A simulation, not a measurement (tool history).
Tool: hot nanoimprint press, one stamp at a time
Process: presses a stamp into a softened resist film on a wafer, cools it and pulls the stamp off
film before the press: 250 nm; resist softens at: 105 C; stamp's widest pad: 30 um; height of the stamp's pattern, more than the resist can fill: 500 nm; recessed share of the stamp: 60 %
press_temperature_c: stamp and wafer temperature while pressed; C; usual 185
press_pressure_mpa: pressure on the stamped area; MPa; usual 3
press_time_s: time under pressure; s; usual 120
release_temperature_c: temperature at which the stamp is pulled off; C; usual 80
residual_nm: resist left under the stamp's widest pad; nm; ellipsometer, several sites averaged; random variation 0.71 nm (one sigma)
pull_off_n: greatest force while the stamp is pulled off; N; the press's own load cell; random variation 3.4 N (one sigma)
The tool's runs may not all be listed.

run	hour	press_temperature_c	press_pressure_mpa	press_time_s	release_temperature_c	residual_nm	pull_off_n
1	0	185	3	120	80	147.9	206
2	24.2	185	3.23	120	80	142.9	210
3	61.4	185	3	120	78	147.3	224
4	106.8	185	3.44	120	78	138.2	228
5	136	185	3.44	120	78	139.2	240
# hour 172: stamp cleaned and given a new release coat
6	187.8	185	3.44	120	78	139.8	208
7	244.2	185	3.44	120	78	139.5	212
8	281.9	185	2.49	120	80	158.2	200
9	334.3	185	2.49	120	80	157.2	215
10	367	185	3	70	80	169.4	219
# hour 388.4: press's hydraulic seals changed and the load cell set to zero
11	403.8	185	3	120	80	142.7	222
# hour 433.4: stamp cleaned and given a new release coat
12	435.9	185	3	120	80	142.9	197
13	462.5	185	3	120	80	142.5	193
14	515.1	185	3	120	80	141.3	200
15	566.4	185	3	120	80	142.1	211
16	602.4	185	3	156	80	130.5	219
# hour 641.3: plate thermocouple calibrated
17	648	185	3	156	80	126.7	214
# hour 689.1: stamp cleaned and given a new release coat
18	707.8	185	3	156	80	127.2	196
19	733.6	185	3	156	80	126.7	195
20	768	185	3	156	80	126.9	197
21	801	185	3	156	80	126.1	199
22	829	185	3	156	80	125.5	209
23	870.4	185	3	123	80	136.5	198
24	923.1	185	3	128	66	134.6	302
# hour 941.2: stamp cleaned and given a new release coat
# hour 953.2: plate thermocouple calibrated, once more
25	972.5	185	3	128	66	148	271
26	1029.5	180	2.49	128	66	184.9	285
27	1070.1	189	2.49	237	73	109	247
28	1112.2	185	3	62	86	177.8	186
29	1139.5	193	3.31	221	75	81.3	249
30	1173.2	185	1.84	107	80	182.1	230

Forecast each of these 3 alternatives for the next run:
# hour 1197.7: stamp cleaned and given a new release coat
A	1223	185	1.84	107	66	?	?
# hour 1197.7: stamp cleaned and given a new release coat
B	1223	185	4.06	120	80	?	?
# hour 1197.7: stamp cleaned and given a new release coat
C	1223	185	3.89	118	80	?	?

run	residual_nm	pull_off_n
A	181.8	273
B	131.1	195
C	133.6	204
Without the tool's hidden state the same runs would have given:
run	residual_nm	pull_off_n
A	183.1	271
B	131.6	194
C	134.2	203
